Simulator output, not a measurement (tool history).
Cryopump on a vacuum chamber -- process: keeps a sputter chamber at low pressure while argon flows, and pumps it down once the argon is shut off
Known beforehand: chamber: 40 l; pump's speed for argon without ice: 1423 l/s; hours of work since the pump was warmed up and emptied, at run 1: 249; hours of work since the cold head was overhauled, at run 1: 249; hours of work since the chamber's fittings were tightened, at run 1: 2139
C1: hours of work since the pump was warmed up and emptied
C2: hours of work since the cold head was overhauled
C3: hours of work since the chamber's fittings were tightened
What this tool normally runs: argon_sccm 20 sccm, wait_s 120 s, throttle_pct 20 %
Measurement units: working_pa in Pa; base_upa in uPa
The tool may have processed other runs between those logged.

run 1 hour=0 | argon_sccm=20 wait_s=120 throttle_pct=20 | C1=249 C2=249 C3=2139 | working_pa=0.1196 base_upa=0.98
run 2 hour=32.7 | argon_sccm=20 wait_s=120 throttle_pct=20 | C1=267 C2=267 C3=2157 | working_pa=0.1213 base_upa=0.94
run 3 hour=64.4 | argon_sccm=20 wait_s=120 throttle_pct=20 | C1=284 C2=284 C3=2174 | working_pa=0.1201 base_upa=0.93
run 4 hour=116.3 | argon_sccm=20 wait_s=120 throttle_pct=20 | C1=313 C2=313 C3=2202 | working_pa=0.1198 base_upa=0.96
run 5 hour=162.4 | argon_sccm=20 wait_s=120 throttle_pct=20 | C1=338 C2=338 C3=2227 | working_pa=0.1212 base_upa=0.96
run 6 hour=213.5 | argon_sccm=20 wait_s=120 throttle_pct=20 | C1=365 C2=365 C3=2255 | working_pa=0.1196 base_upa=0.99
run 7 hour=243.3 | argon_sccm=28 wait_s=120 throttle_pct=20 | C1=381 C2=381 C3=2271 | working_pa=0.1683 base_upa=1.03
run 8 hour=292.3 | argon_sccm=28 wait_s=120 throttle_pct=20 | C1=408 C2=408 C3=2298 | working_pa=0.168 base_upa=0.99
run 9 hour=343.1 | argon_sccm=28 wait_s=120 throttle_pct=20 | C1=435 C2=435 C3=2325 | working_pa=0.1689 base_upa=0.97
run 10 hour=392.7 | argon_sccm=28 wait_s=120 throttle_pct=20 | C1=462 C2=462 C3=2352 | working_pa=0.1693 base_upa=1
run 11 hour=448.4 | argon_sccm=20 wait_s=120 throttle_pct=23 | C1=493 C2=493 C3=2383 | working_pa=0.1057 base_upa=1.02
run 12 hour=488.4 | argon_sccm=20 wait_s=120 throttle_pct=23 | C1=514 C2=514 C3=2404 | working_pa=0.1049 base_upa=1.02
run 13 hour=544.9 | argon_sccm=20 wait_s=120 throttle_pct=20 | C1=545 C2=545 C3=2435 | working_pa=0.1207 base_upa=1.04
run 14 hour=600.4 | argon_sccm=20 wait_s=120 throttle_pct=20 | C1=575 C2=575 C3=2465 | working_pa=0.1215 base_upa=1.03
run 15 hour=645.1 | argon_sccm=20 wait_s=286 throttle_pct=20 | C1=599 C2=599 C3=2489 | working_pa=0.1221 base_upa=0.85
run 16 hour=682.9 | argon_sccm=20 wait_s=120 throttle_pct=20 | C1=620 C2=620 C3=2510 | working_pa=0.1211 base_upa=1.04
run 17 hour=713.7 | argon_sccm=20 wait_s=120 throttle_pct=20 | C1=636 C2=636 C3=2526 | working_pa=0.1212 base_upa=1.06
run 18 hour=751.9 | argon_sccm=20 wait_s=120 throttle_pct=20 | C1=657 C2=657 C3=2547 | working_pa=0.1218 base_upa=1.08
run 19 hour=779.2 | argon_sccm=20 wait_s=120 throttle_pct=20 | C1=672 C2=672 C3=2562 | working_pa=0.1218 base_upa=1.04
run 20 hour=829.6 | argon_sccm=20 wait_s=120 throttle_pct=20 | C1=699 C2=699 C3=2589 | working_pa=0.1217 base_upa=1.08
run 21 hour=855.1 | argon_sccm=12 wait_s=292 throttle_pct=20 | C1=713 C2=713 C3=2603 | working_pa=0.0726 base_upa=0.88
run 22 hour=888.2 | argon_sccm=36 wait_s=120 throttle_pct=20 | C1=731 C2=731 C3=2621 | working_pa=0.2184 base_upa=1.07
run 23 hour=920 | argon_sccm=27 wait_s=122 throttle_pct=20 | C1=748 C2=748 C3=2638 | working_pa=0.1647 base_upa=1.05
run 24 hour=960.1 | argon_sccm=27 wait_s=122 throttle_pct=20 | C1=770 C2=770 C3=2660 | working_pa=0.1656 base_upa=1.02
run 25 hour=1012.2 | argon_sccm=27 wait_s=120 throttle_pct=47 | C1=798 C2=798 C3=2688 | working_pa=0.0723 base_upa=1.06

The next listed run, before its measurement:
run 26 hour=1053.7 | argon_sccm=20 wait_s=57 throttle_pct=34 | C1=821 C2=821 C3=2711 | working_pa=? base_upa=?

Run 26 measured working_pa 0.0727 Pa, base_upa 1.43 uPa.
Take away the tool's hidden state, keep the run-to-run variation as it was, and the same run would have given working_pa 0.0695 Pa, base_upa 0.88 uPa.
